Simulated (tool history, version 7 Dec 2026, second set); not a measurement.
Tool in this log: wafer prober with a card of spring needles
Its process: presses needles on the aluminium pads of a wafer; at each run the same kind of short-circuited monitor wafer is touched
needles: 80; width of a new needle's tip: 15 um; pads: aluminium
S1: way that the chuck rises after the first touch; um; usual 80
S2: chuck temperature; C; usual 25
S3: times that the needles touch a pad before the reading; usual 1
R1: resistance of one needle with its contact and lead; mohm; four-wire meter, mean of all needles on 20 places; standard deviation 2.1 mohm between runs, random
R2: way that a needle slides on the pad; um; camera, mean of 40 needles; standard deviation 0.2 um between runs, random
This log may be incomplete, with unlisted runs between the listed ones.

run 1 day=0 | S1=80 S2=25 S3=1 | R1=285 R2=20.93
run 2 day=1.217 | S1=80 S2=25 S3=1 | R1=263 R2=20.58
run 3 day=1.954 | S1=80 S2=25 S3=1 | R1=269 R2=20.81
run 4 day=3.108 | S1=88 S2=25 S3=1 | R1=242 R2=22.43
run 5 day=4.146 | S1=88 S2=25 S3=1 | R1=251 R2=22.92
run 6 day=5.208 | S1=88 S2=25 S3=1 | R1=263 R2=22.61
run 7 day=6.067 | S1=88 S2=25 S3=1 | R1=245 R2=21.98
run 8 day=6.929 | S1=88 S2=25 S3=1 | R1=276 R2=22.37
run 9 day=7.962 | S1=88 S2=25 S3=1 | R1=239 R2=24.44
run 10 day=8.888 | S1=88 S2=104 S3=1 | R1=255 R2=23.89
run 11 day=10.154 | S1=88 S2=104 S3=1 | R1=285 R2=24.32
run 12 day=11.379 | S1=88 S2=104 S3=1 | R1=280 R2=24.27
run 13 day=12.067 | S1=88 S2=104 S3=1 | R1=271 R2=23.69
run 14 day=13.229 | S1=65 S2=25 S3=3 | R1=259 R2=17.48
run 15 day=14.421 | S1=89 S2=29 S3=2 | R1=258 R2=23.62
run 16 day=16.008 | S1=89 S2=29 S3=2 | R1=252 R2=23.33
run 17 day=17.25 | S1=80 S2=25 S3=3 | R1=241 R2=20.87
run 18 day=18.333 | S1=88 S2=53 S3=1 | R1=267 R2=22.64
run 19 day=19.921 | S1=87 S2=53 S3=1 | R1=256 R2=22.48
run 20 day=21.938 | S1=87 S2=95 S3=1 | R1=254 R2=24.03
run 21 day=23.4 | S1=61 S2=95 S3=1 | R1=275 R2=16.55
run 22 day=24.342 | S1=61 S2=95 S3=1 | R1=266 R2=16.36
run 23 day=25.175 | S1=89 S2=95 S3=1 | R1=270 R2=24.06
run 24 day=26.204 | S1=63 S2=114 S3=2 | R1=280 R2=16.69
run 25 day=27.354 | S1=63 S2=114 S3=2 | R1=267 R2=16.41
run 26 day=28.196 | S1=72 S2=27 S3=1 | R1=267 R2=19.38

Not shown here: 86 entries made in the log between runs. Locate each between two listed runs and compare the hidden state at the listed run before it with the hidden state at the listed run after it:
From run 1 to run 2: tips cleaned on abrasive film (day 0.075); tips cleaned on abrasive film (day 0.425); tips cleaned on abrasive film (day 0.775); tips cleaned on abrasive film (day 1.129)
  debris on the tips, nm: 37.2 -> 17.3; way that the needles fall short of the set height, um: 4.6 -> 5.03; tips' diameter, um: 21.58 -> 21.73
  measured value less the no-hidden-state value, R1: +52 -> +27 mohm; R2: -1.27 -> -1.36 um
From run 2 to run 3: tips cleaned on abrasive film (day 1.429); tips cleaned on abrasive film (day 1.783)
  debris on the tips, nm: 17.3 -> 27.1; way that the needles fall short of the set height, um: 5.03 -> 5.26; tips' diameter, um: 21.73 -> 21.81
  measured value less the no-hidden-state value, R1: +27 -> +39 mohm; R2: -1.36 -> -1.47 um
From run 3 to run 4: tips cleaned on abrasive film (day 2.096); tips cleaned on abrasive film (day 2.45); tips cleaned on abrasive film (day 2.8); tips cleaned on abrasive film (day 3.083)
  debris on the tips, nm: 27.1 -> 7.6; way that the needles fall short of the set height, um: 5.26 -> 5.7; tips' diameter, um: 21.81 -> 21.97
  measured value less the no-hidden-state value, R1: +39 -> +13 mohm; R2: -1.47 -> -1.56 um
From run 4 to run 5: tips cleaned on abrasive film (day 3.392); tips cleaned on abrasive film (day 3.746); tips cleaned on abrasive film (day 4.1)
  debris on the tips, nm: 7.6 -> 9.6; way that the needles fall short of the set height, um: 5.7 -> 6.05; tips' diameter, um: 21.97 -> 22.09
  measured value less the no-hidden-state value, R1: +13 -> +15 mohm; R2: -1.56 -> -1.7 um
From run 5 to run 6: tips cleaned on abrasive film (day 4.429); tips cleaned on abrasive film (day 4.712); tips cleaned on abrasive film (day 5.067)
  debris on the tips, nm: 9.6 -> 24.1; way that the needles fall short of the set height, um: 6.05 -> 6.38; tips' diameter, um: 22.09 -> 22.2
  measured value less the no-hidden-state value, R1: +15 -> +32 mohm; R2: -1.7 -> -1.76 um
From run 6 to run 7: tips cleaned on abrasive film (day 5.417); tips cleaned on abrasive film (day 5.7); tips cleaned on abrasive film (day 6.054)
  debris on the tips, nm: 24.1 -> 4.6; way that the needles fall short of the set height, um: 6.38 -> 6.71; tips' diameter, um: 22.2 -> 22.32
  measured value less the no-hidden-state value, R1: +32 -> +10 mohm; R2: -1.76 -> -1.83 um
From run 7 to run 8: tips cleaned on abrasive film (day 6.35); tips cleaned on abrasive film (day 6.704)
  debris on the tips, nm: 4.6 -> 31.3; way that the needles fall short of the set height, um: 6.71 -> 6.89; tips' diameter, um: 22.32 -> 22.38
  measured value less the no-hidden-state value, R1: +10 -> +42 mohm; R2: -1.83 -> -1.92 um
From run 8 to run 9: tips cleaned on abrasive film (day 7.004); height of the first contact set anew (day 7.158); tips cleaned on abrasive film (day 7.3); tips cleaned on abrasive film (day 7.65); tips cleaned on abrasive film (day 7.933)
  debris on the tips, nm: 31.3 -> 6.9; way that the needles fall short of the set height, um: 6.89 -> 0.34; tips' diameter, um: 22.38 -> 22.53
  measured value less the no-hidden-state value, R1: +42 -> +11 mohm; R2: -1.92 -> -0.1 um
From run 9 to run 10: tips cleaned on abrasive film (day 8.246); tips cleaned on abrasive film (day 8.6); tips cleaned on abrasive film (day 8.888)
  debris on the tips, nm: 6.9 -> 2.1; way that the needles fall short of the set height, um: 0.34 -> 0.73; tips' diameter, um: 22.53 -> 22.67
  measured value less the no-hidden-state value, R1: +11 -> +7 mohm; R2: -0.1 -> -0.2 um
From run 10 to run 11: tips cleaned on abrasive film (day 9.238); tips cleaned on abrasive film (day 9.592); tips cleaned on abrasive film (day 9.946)
  debris on the tips, nm: 2.1 -> 32.5; way that the needles fall short of the set height, um: 0.73 -> 1.1; tips' diameter, um: 22.67 -> 22.8
  measured value less the no-hidden-state value, R1: +7 -> +35 mohm; R2: -0.2 -> -0.31 um
From run 11 to run 12: tips cleaned on abrasive film (day 10.296); tips cleaned on abrasive film (day 10.579); tips cleaned on abrasive film (day 10.933); tips cleaned on abrasive film (day 11.283)
  debris on the tips, nm: 32.5 -> 17.3; way that the needles fall short of the set height, um: 1.1 -> 1.59; tips' diameter, um: 22.8 -> 22.97
  measured value less the no-hidden-state value, R1: +35 -> +22 mohm; R2: -0.31 -> -0.45 um
From run 12 to run 13: tips cleaned on abrasive film (day 11.592); tips cleaned on abrasive film (day 11.946)
  debris on the tips, nm: 17.3 -> 21.6; way that the needles fall short of the set height, um: 1.59 -> 1.86; tips' diameter, um: 22.97 -> 23.07
  measured value less the no-hidden-state value, R1: +22 -> +25 mohm; R2: -0.45 -> -0.51 um
From run 13 to run 14: tips cleaned on abrasive film (day 12.279); tips cleaned on abrasive film (day 12.633); tips cleaned on abrasive film (day 12.983)
  debris on the tips, nm: 21.6 -> 33.6; way that the needles fall short of the set height, um: 1.86 -> 2.21; tips' diameter, um: 23.07 -> 23.19
  measured value less the no-hidden-state value, R1: +25 -> +29 mohm; R2: -0.51 -> -0.61 um
From run 14 to run 15: tips cleaned on abrasive film (day 13.304); tips cleaned on abrasive film (day 13.588); tips cleaned on abrasive film (day 13.942); tips cleaned on abrasive film (day 14.225)
  debris on the tips, nm: 33.6 -> 31.5; way that the needles fall short of the set height, um: 2.21 -> 2.68; tips' diameter, um: 23.19 -> 23.35
  measured value less the no-hidden-state value, R1: +29 -> +25 mohm; R2: -0.61 -> -0.74 um
From run 15 to run 16: tips cleaned on abrasive film (day 14.567); tips cleaned on abrasive film (day 14.921); tips cleaned on abrasive film (day 15.204); tips cleaned on abrasive film (day 15.554); tips cleaned on abrasive film (day 15.908)
  debris on the tips, nm: 31.5 -> 20.4; way that the needles fall short of the set height, um: 2.68 -> 3.23; tips' diameter, um: 23.35 -> 23.55
  measured value less the no-hidden-state value, R1: +25 -> +19 mohm; R2: -0.74 -> -0.88 um
From run 16 to run 17: tips cleaned on abrasive film (day 16.225); tips cleaned on abrasive film (day 16.508); tips cleaned on abrasive film (day 16.858); tips cleaned on abrasive film (day 17.212)
  debris on the tips, nm: 20.4 -> 10.2; way that the needles fall short of the set height, um: 3.23 -> 3.73; tips' diameter, um: 23.55 -> 23.72
  measured value less the no-hidden-state value, R1: +19 -> +11 mohm; R2: -0.88 -> -1.03 um
From run 17 to run 18: tips cleaned on abrasive film (day 17.533); tips cleaned on abrasive film (day 17.883); tips cleaned on abrasive film (day 18.238)
  debris on the tips, nm: 10.2 -> 20.5; way that the needles fall short of the set height, um: 3.73 -> 4.13; tips' diameter, um: 23.72 -> 23.86
  measured value less the no-hidden-state value, R1: +11 -> +29 mohm; R2: -1.03 -> -1.12 um
From run 18 to run 19: tips cleaned on abrasive film (day 18.546); tips cleaned on abrasive film (day 18.9); tips cleaned on abrasive film (day 19.183); tips cleaned on abrasive film (day 19.538); tips cleaned on abrasive film (day 19.892)
  debris on the tips, nm: 20.5 -> 9.4; way that the needles fall short of the set height, um: 4.13 -> 4.78; tips' diameter, um: 23.86 -> 24.09
  measured value less the no-hidden-state value, R1: +29 -> +17 mohm; R2: -1.12 -> -1.31 um
From run 19 to run 20: tips cleaned on abrasive film (day 20.204); tips cleaned on abrasive film (day 20.488); tips cleaned on abrasive film (day 20.842); card fitted with new needles (day 21.342); tips cleaned on abrasive film (day 21.625); tips cleaned on abrasive film (day 21.938)
  debris on the tips, nm: 9.4 -> 4.5; way that the needles fall short of the set height, um: 4.78 -> 0.25; tips' diameter, um: 24.09 -> 15.09
  measured value less the no-hidden-state value, R1: +17 -> +2 mohm; R2: -1.31 -> -0.07 um
From run 20 to run 21: tips cleaned on abrasive film (day 22.292); tips cleaned on abrasive film (day 22.646); tips cleaned on abrasive film (day 22.929); tips cleaned on abrasive film (day 23.283)
  debris on the tips, nm: 4.5 -> 22.4; way that the needles fall short of the set height, um: 0.25 -> 0.69; tips' diameter, um: 15.09 -> 15.24
  measured value less the no-hidden-state value, R1: +2 -> +23 mohm; R2: -0.07 -> -0.19 um
From run 21 to run 22: tips cleaned on abrasive film (day 23.612); tips cleaned on abrasive film (day 23.967); tips cleaned on abrasive film (day 24.321)
  debris on the tips, nm: 22.4 -> 8.2; way that the needles fall short of the set height, um: 0.69 -> 1.04; tips' diameter, um: 15.24 -> 15.36
  measured value less the no-hidden-state value, R1: +23 -> +9 mohm; R2: -0.19 -> -0.28 um
From run 22 to run 23: tips cleaned on abrasive film (day 24.625); tips cleaned on abrasive film (day 24.979)
  debris on the tips, nm: 8.2 -> 29.8; way that the needles fall short of the set height, um: 1.04 -> 1.28; tips' diameter, um: 15.36 -> 15.45
  measured value less the no-hidden-state value, R1: +9 -> +17 mohm; R2: -0.28 -> -0.35 um
From run 23 to run 24: tips cleaned on abrasive film (day 25.317); tips cleaned on abrasive film (day 25.6); tips cleaned on abrasive film (day 25.954)
  debris on the tips, nm: 29.8 -> 34.5; way that the needles fall short of the set height, um: 1.28 -> 1.62; tips' diameter, um: 15.45 -> 15.57
  measured value less the no-hidden-state value, R1: +17 -> +21 mohm; R2: -0.35 -> -0.44 um
From run 24 to run 25: tips cleaned on abrasive film (day 26.279); tips cleaned on abrasive film (day 26.562); tips cleaned on abrasive film (day 26.912); tips cleaned on abrasive film (day 27.267)
  debris on the tips, nm: 34.5 -> 14.7; way that the needles fall short of the set height, um: 1.62 -> 2.05; tips' diameter, um: 15.57 -> 15.72
  measured value less the no-hidden-state value, R1: +21 -> +10 mohm; R2: -0.44 -> -0.55 um
From run 25 to run 26: tips cleaned on abrasive film (day 27.567); tips cleaned on abrasive film (day 27.921)
  debris on the tips, nm: 14.7 -> 36.7; way that the needles fall short of the set height, um: 2.05 -> 2.23; tips' diameter, um: 15.72 -> 15.78
  measured value less the no-hidden-state value, R1: +10 -> +35 mohm; R2: -0.55 -> -0.61 um

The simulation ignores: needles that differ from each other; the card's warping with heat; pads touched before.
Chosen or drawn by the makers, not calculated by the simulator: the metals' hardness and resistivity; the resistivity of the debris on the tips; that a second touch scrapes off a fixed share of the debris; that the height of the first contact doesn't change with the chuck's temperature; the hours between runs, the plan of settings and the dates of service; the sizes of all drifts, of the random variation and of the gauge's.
